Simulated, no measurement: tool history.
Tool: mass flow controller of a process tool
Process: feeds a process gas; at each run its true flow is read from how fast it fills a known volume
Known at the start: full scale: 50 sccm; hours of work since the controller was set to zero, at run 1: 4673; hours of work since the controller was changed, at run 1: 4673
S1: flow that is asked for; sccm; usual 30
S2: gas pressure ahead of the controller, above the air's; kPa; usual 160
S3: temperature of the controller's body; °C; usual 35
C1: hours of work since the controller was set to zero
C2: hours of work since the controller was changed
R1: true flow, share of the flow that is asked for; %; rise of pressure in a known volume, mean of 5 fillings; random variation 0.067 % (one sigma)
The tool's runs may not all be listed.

run     hour  S1   S2  S3    C1     C2      R1
  1        0  30  160  35  4673   4673   98.39
  2      347  30  160  35  4826   4826   98.26
  3      677  30  160  35  4972   4972   98.38
  4   1062.1  30  160  35  5143   5143   98.38
  5   1388.7  30  160  29  5287   5287      98
  6   1800.5  30  160  35  5470   5470   98.36
  7   2265.5  30  160  35  5675   5675   98.23
  8   2697.5  30  160  35  5866   5866   98.03
  9   2913.9  20  160  35  5962   5962   96.56
        3123  -- controller's zero set anew
 10   3129.9  30  160  30     3   6058   99.82
 11   3343.5  30  222  35    98   6152   99.92
 12     3595  26  160  35   209   6263   99.83
 13   3861.8  30  160  35   327   6382  100.07
 14   4163.2  29  160  35   460   6515    99.9
 15   4556.6  30  163  35   634   6689   99.95
 16   5014.9  30  163  35   837   6892   99.91
 17   5377.8  30  163  25   998   7053   99.54
 18   5612.1  30  154  35  1102   7156   99.92
 19   5838.8  30  150  35  1202   7257   99.95
 20   6294.4  30  150  35  1404   7458   99.74
 21   6683.4  30  150  35  1576   7630   99.86
 22   7032.3  30  150  35  1730   7785   99.65
 23   7465.9  30  150  35  1922   7977   99.53
 24   7708.3  30  150  35  2029   8084    99.6
 25   7941.3  30  150  35  2132   8187   99.74
 26     8300  15  150  24  2291   8346   97.69
 27   8714.9  15  150  24  2475   8529   97.73
 28   9128.1  34  179  30  2658   8712   99.74
 29   9552.1  12  249  34  2845   8900   97.01
 30   9986.2   6  236  39  3038   9092   94.33
 31  10243.6  30  232  22  3151   9206   98.94
 32  10713.4  30  232  22  3359   9414   98.99
 33  10926.4   6  146  40  3454   9508   93.82
 34  11331.8   6  146  40  3633   9688   93.52
 35  11772.1   6  146  40  3828   9883    93.3
 36  11988.9   6  146  40  3924   9978   93.14
 37  12210.1   6  233  26  4022  10076   92.49
 38  12484.6   6  233  26  4143  10198   92.31
 39  12941.1   8  167  35  4345  10400   94.22
 40  13249.4  21  230  23  4482  10536   97.68
 41  13609.5   6  144  21  4641  10696   91.68
 42  13870.9  15  220  21  4757  10811    96.4
 43  14106.3   6  175  37  4861  10916    91.7
 44  14430.4  13  194  37  5004  11059   96.15

Run 45 comes next. What will it give?
 45  14752  30  251  33  5147  11201   ?

{"run 45": {"R1": 98.77}}
Without the tool's hidden state the same run would have given R1 99.02 %.
